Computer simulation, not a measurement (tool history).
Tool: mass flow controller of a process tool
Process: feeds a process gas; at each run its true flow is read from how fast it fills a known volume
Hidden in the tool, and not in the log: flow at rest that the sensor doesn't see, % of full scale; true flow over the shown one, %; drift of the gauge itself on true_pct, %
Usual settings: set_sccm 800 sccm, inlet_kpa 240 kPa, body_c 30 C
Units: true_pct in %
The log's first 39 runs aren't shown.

run    hour  set_sccm  inlet_kpa  body_c  hours of work since the controller was set to zero  hours of work since the controller was changed  true_pct
 40  6420.3       800        259      35                                                5258                                            5258     96.92
     6508.7  -- gauge calibrated
 41  6546.5       800        259      35                                                5322                                            5322     99.64
 42  6710.0       124        175      22                                                5406                                            5406     98.97
 43  6819.2       105        240      21                                                5462                                            5462     98.49
     6928.8  -- controller's zero set anew
 44  6997.9       229        166      31                                                  35                                            5553     99.28
 45  7109.3       571        166      22                                                  92                                            5609     99.40
 46  7290.5       316        196      30                                                 185                                            5702     98.98
 47  7429.9       145        214      24                                                 256                                            5773     98.52
 48  7541.5       270        214      39                                                 313                                            5830     99.04
 49  7655.3       881        202      30                                                 371                                            5888     99.52

3 ways to go on from here, each from the tool as it stands after run 49. What would each give?
  A  7845.8       881        210      30                                                 468                                            5985         ?
  B  7845.8       223        200      30                                                 468                                            5985         ?
  C  7845.8       239        202      30                                                 468                                            5985         ?

run  true_pct
  A     99.37
  B     98.68
  C     98.65
Without the tool's hidden state the same runs would have given:
run  true_pct
  A     99.94
  B     99.26
  C     99.22

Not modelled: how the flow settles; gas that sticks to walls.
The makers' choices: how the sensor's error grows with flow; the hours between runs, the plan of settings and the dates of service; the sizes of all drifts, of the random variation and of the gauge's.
